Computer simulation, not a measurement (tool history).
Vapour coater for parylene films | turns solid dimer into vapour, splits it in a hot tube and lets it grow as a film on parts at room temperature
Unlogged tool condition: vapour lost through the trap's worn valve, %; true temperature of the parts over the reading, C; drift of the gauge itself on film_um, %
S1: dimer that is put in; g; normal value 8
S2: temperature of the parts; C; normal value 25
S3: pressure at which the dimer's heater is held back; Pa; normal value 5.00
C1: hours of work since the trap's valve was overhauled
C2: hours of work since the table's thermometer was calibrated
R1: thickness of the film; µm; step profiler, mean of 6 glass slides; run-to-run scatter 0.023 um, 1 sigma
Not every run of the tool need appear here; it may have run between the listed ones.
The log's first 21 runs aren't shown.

run	hour	S1	S2	S3	C1	C2	R1
22	623.1	8	25	5.00	86	983	1.61
23	642.0	8	25	5.00	101	998	1.62
24	660.7	8	25	5.00	116	1013	1.62
25	688.6	8	19	2.31	138	1035	2.10
26	725.4	8	27	8.66	167	1064	1.41
27	759.3	13	27	2.96	194	1091	2.37
28	778.7	13	27	2.96	210	1107	2.34
# hour 811.0: trap's valve overhauled
29	821.0	5	24	9.79	8	1137	1.01
30	859.2	5	24	9.79	38	1167	1.03
31	891.2	8	25	3.62	64	1193	1.66
32	915.0	12	33	11.19	83	1212	1.64
33	946.1	7	33	11.19	107	1236	0.97
34	965.3	8	25	2.63	122	1252	1.69
35	1001.7	8	25	6.68	151	1280	1.58

Forecast run 36:
36	1017.9	8	18	3.86	164	1293	?

R1: 2.20 µm
Take away the tool's hidden state, keep the run-to-run variation as it was, and the same run would have given R1 2.31 µm.

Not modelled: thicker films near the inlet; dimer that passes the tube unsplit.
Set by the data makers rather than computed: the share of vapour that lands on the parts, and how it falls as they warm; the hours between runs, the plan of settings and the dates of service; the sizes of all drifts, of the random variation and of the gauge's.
